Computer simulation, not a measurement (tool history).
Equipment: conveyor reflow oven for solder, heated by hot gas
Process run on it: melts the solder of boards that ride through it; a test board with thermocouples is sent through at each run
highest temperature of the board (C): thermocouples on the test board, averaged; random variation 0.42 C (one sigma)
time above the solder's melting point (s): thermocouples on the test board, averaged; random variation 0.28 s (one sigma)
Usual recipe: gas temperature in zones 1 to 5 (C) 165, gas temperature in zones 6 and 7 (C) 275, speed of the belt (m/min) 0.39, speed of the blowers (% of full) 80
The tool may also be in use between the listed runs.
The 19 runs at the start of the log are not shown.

run,hour,gas temperature in zones 1 to 5 (C),gas temperature in zones 6 and 7 (C),speed of the belt (m/min),speed of the blowers (% of full),highest temperature of the board (C),time above the solder's melting point (s)
20,319,165,275,0.337,80,265.9,106.8
21,335.1,165,275,0.337,80,266.4,106.5
# hour 340.7: belt drive overhauled, speed set with a stopwatch
22,348.6,152,275,0.388,80,261.2,83.5
23,362.6,152,275,0.38,80,261.8,86.1
24,374.3,170,281,0.327,59,269.7,114.5
# hour 383.5: belt drive overhauled, speed set with a stopwatch, once more
25,392.4,170,273,0.328,59,262.6,106.5
26,411.3,170,273,0.328,59,262.1,106.9
27,425.7,170,273,0.328,59,261.8,106.8
28,447.1,170,273,0.328,59,262,106.4
29,464.6,165,275,0.39,54,257.4,81.1
# hour 479.9: flux residue cleaned out of gas plates and filters
30,480.3,165,275,0.39,54,258.5,82.8
31,493.3,165,275,0.367,54,259.6,89.7

Alternative continuations, all from the tool just after run 31; predict every row:
A,510.7,165,275,0.407,80,?,?
B,510.7,165,275,0.367,65,?,?
C,510.7,165,286,0.367,54,?,?

run,highest temperature of the board (C),time above the solder's melting point (s)
A,261.8,83.3
B,262.5,93.5
C,269.3,98.6
Had the tool no hidden state, the same runs would have come out as:
run,highest temperature of the board (C),time above the solder's melting point (s)
A,264.3,85.1
B,264.9,95.5
C,271.7,100.4
